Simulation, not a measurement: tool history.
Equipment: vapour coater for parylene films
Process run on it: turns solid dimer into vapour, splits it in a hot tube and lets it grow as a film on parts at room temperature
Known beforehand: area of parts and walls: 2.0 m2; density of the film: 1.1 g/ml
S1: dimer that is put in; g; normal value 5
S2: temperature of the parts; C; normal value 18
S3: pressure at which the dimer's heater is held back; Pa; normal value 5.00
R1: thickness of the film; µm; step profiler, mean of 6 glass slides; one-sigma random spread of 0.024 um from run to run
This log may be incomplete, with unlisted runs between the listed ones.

| run | hour | S1 | S2 | S3 | R1 |
|---|---|---|---|---|---|
| 1 | 0.0 | 5 | 18 | 5.00 | 1.48 |
| 2 | 38.0 | 5 | 18 | 5.00 | 1.51 |
| 3 | 67.3 | 5 | 18 | 5.00 | 1.46 |
| 4 | 109.2 | 5 | 18 | 5.00 | 1.46 |
| 5 | 144.8 | 5 | 18 | 5.00 | 1.47 |
| 6 | 200.8 | 5 | 30 | 5.00 | 0.86 |
| 7 | 244.6 | 5 | 30 | 5.00 | 0.81 |
| 8 | 285.9 | 5 | 30 | 5.00 | 0.82 |
| 9 | 316.7 | 5 | 30 | 5.00 | 0.86 |
| 10 | 341.3 | 5 | 30 | 5.00 | 0.79 |
| 11 | 377.5 | 5 | 18 | 5.00 | 1.44 |
| 12 | 423.2 | 5 | 18 | 5.00 | 1.42 |
| 13 | 458.5 | 5 | 12 | 5.00 | 1.82 |
| 14 | 506.5 | 5 | 19 | 5.00 | 1.31 |
| 15 | 547.1 | 5 | 19 | 5.00 | 1.34 |
| 16 | 583.5 | 5 | 18 | 5.00 | 1.40 |
|  | 589.7 | table's thermometer calibrated |
| 17 | 610.2 | 5 | 29 | 5.00 | 0.83 |
| 18 | 646.1 | 5 | 11 | 5.00 | 1.85 |
|  | 658.0 | trap's valve overhauled |
| 19 | 675.2 | 5 | 11 | 7.71 | 1.94 |
| 20 | 708.0 | 5 | 18 | 5.00 | 1.55 |
| 21 | 748.9 | 5 | 18 | 5.00 | 1.56 |
|  | 778.7 | table's thermometer calibrated, once more |
| 22 | 790.9 | 5 | 18 | 5.00 | 1.60 |
| 23 | 842.5 | 5 | 18 | 8.97 | 1.42 |
| 24 | 893.3 | 5 | 18 | 8.97 | 1.43 |
| 25 | 926.5 | 5 | 25 | 5.00 | 1.15 |
| 26 | 974.5 | 3 | 12 | 2.77 | 1.28 |
| 27 | 1005.2 | 3 | 12 | 2.77 | 1.29 |
| 28 | 1029.3 | 2 | 12 | 5.76 | 0.77 |
| 29 | 1064.7 | 3 | 14 | 3.74 | 1.15 |
| 30 | 1094.3 | 5 | 18 | 4.24 | 1.56 |
| 31 | 1123.3 | 2 | 12 | 4.24 | 0.86 |
| 32 | 1160.8 | 3 | 12 | 8.18 | 1.12 |
| 33 | 1214.3 | 3 | 21 | 3.14 | 0.86 |
| 34 | 1259.7 | 5 | 12 | 5.00 | 2.00 |
| 35 | 1305.9 | 5 | 12 | 5.00 | 1.93 |
| 36 | 1340.0 | 5 | 28 | 6.09 | 0.90 |
| 37 | 1380.2 | 3 | 22 | 7.51 | 0.66 |
| 38 | 1423.6 | 3 | 22 | 6.80 | 0.71 |
| 39 | 1455.8 | 3 | 22 | 3.96 | 0.74 |
| 40 | 1505.8 | 3 | 22 | 3.96 | 0.76 |
| 41 | 1533.3 | 5 | 23 | 5.00 | 1.16 |
| 42 | 1556.5 | 5 | 23 | 3.27 | 1.27 |
| 43 | 1580.9 | 3 | 23 | 3.27 | 0.73 |
| 44 | 1623.6 | 3 | 16 | 11.35 | 0.78 |
| 45 | 1671.1 | 6 | 18 | 2.39 | 1.96 |
| 46 | 1708.0 | 6 | 29 | 2.95 | 1.11 |
| 47 | 1750.8 | 8 | 18 | 8.99 | 2.01 |

3 ways to go on from here, each from the tool as it stands after run 47. What would each give?
| A | 1785.8 | 2 | 18 | 5.00 | ? |
| B | 1785.8 | 4 | 27 | 11.67 | ? |
| C | 1785.8 | 8 | 12 | 6.88 | ? |

| run | R1 |
|---|---|
| A | 0.55 |
| B | 0.63 |
| C | 2.78 |
Had the tool no hidden state, the same runs would have come out as:
| run | R1 |
|---|---|
| A | 0.64 |
| B | 0.73 |
| C | 3.21 |
